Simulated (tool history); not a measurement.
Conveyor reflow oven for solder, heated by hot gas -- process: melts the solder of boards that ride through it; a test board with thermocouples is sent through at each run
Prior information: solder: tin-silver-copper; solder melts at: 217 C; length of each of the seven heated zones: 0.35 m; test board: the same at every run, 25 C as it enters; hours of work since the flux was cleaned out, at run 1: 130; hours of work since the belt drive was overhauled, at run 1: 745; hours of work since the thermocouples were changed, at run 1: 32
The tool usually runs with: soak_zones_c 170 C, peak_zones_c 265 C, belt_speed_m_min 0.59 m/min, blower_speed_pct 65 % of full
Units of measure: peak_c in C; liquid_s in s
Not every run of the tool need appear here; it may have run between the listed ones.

| run | hour | soak_zones_c | peak_zones_c | belt_speed_m_min | blower_speed_pct | hours of work since the flux was cleaned out | hours of work since the belt drive was overhauled | hours of work since the thermocouples were changed | peak_c | liquid_s |
|---|---|---|---|---|---|---|---|---|---|---|
| 1 | 0 | 170 | 265 | 0.59 | 65 | 130 | 745 | 32 | 247.4 | 48.5 |
| 2 | 17.9 | 170 | 265 | 0.59 | 65 | 140 | 754 | 41 | 247.2 | 48.8 |
| 3 | 45.6 | 170 | 265 | 0.59 | 65 | 155 | 769 | 56 | 248 | 48.4 |
| 4 | 77.3 | 170 | 265 | 0.59 | 65 | 172 | 786 | 73 | 247.3 | 48.3 |
| 5 | 102.7 | 170 | 265 | 0.59 | 65 | 186 | 800 | 87 | 246.8 | 48.6 |
| 6 | 130.4 | 170 | 265 | 0.59 | 74 | 200 | 815 | 102 | 248 | 49.4 |
|  | 141.7 | flux residue cleaned out of gas plates and filters |
| 7 | 152.7 | 170 | 265 | 0.59 | 74 | 6 | 824 | 111 | 249.6 | 51.4 |
| 8 | 187.9 | 170 | 265 | 0.59 | 74 | 25 | 843 | 130 | 250.2 | 50.8 |
| 9 | 215.5 | 170 | 265 | 0.502 | 65 | 40 | 858 | 145 | 252.7 | 64.1 |
| 10 | 250.8 | 167 | 265 | 0.59 | 54 | 59 | 877 | 164 | 244.2 | 44.4 |
| 11 | 271.6 | 167 | 265 | 0.59 | 54 | 70 | 888 | 175 | 244.7 | 45 |
| 12 | 304.5 | 167 | 265 | 0.59 | 54 | 88 | 906 | 193 | 244.4 | 44.8 |
| 13 | 333.7 | 167 | 265 | 0.59 | 54 | 103 | 922 | 209 | 244.7 | 44.4 |

Expected results for the next run?
| 14 | 354.7 | 174 | 272 | 0.559 | 52 | 115 | 933 | 220 | ? | ? |

peak_c: 252.9 C
liquid_s: 56.8 s
If the tool had no hidden condition, the same run with the same run-to-run variation would have returned peak_c 253.7 C, liquid_s 56.4 s.

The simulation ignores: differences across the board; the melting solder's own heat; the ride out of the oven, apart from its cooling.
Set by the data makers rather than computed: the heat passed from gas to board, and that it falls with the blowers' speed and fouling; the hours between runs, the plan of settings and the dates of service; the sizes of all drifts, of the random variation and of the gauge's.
